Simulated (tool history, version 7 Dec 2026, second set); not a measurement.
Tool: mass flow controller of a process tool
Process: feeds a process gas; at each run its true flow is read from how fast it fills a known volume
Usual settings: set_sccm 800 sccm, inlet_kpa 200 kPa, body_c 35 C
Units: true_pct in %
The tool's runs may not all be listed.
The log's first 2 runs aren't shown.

run	hour	set_sccm	inlet_kpa	body_c	true_pct
3	346.1	800	200	34	100.74
4	538.0	800	200	34	100.75
5	680.9	800	200	35	100.93
6	890.3	800	200	35	100.88
7	1059.9	800	200	35	101.07
8	1239.8	800	242	35	101.24
9	1448.7	800	204	35	101.10
10	1549.1	784	200	35	101.10
11	1667.1	784	200	35	101.05
12	1814.7	800	200	35	101.20
13	1971.2	800	200	35	101.21
14	2147.1	800	200	22	99.76
15	2259.5	833	200	35	101.43
16	2466.0	800	200	35	101.44
17	2604.6	800	200	35	101.32
18	2792.0	800	200	35	101.43
19	2985.9	167	241	35	100.30
20	3128.0	376	241	38	101.10
# hour 3214.8: controller's zero set anew
21	3338.9	317	233	27	99.82
22	3537.9	317	164	39	100.87
23	3707.5	114	168	25	98.64
24	3876.1	136	262	35	100.59
25	3993.5	136	262	35	100.67
26	4179.1	800	154	35	101.47

Run 27 comes next. What will it give?
27	4346.6	175	256	35	?

true_pct: 100.61 %
Without the tool's hidden state the same run would have given true_pct 99.37 %.
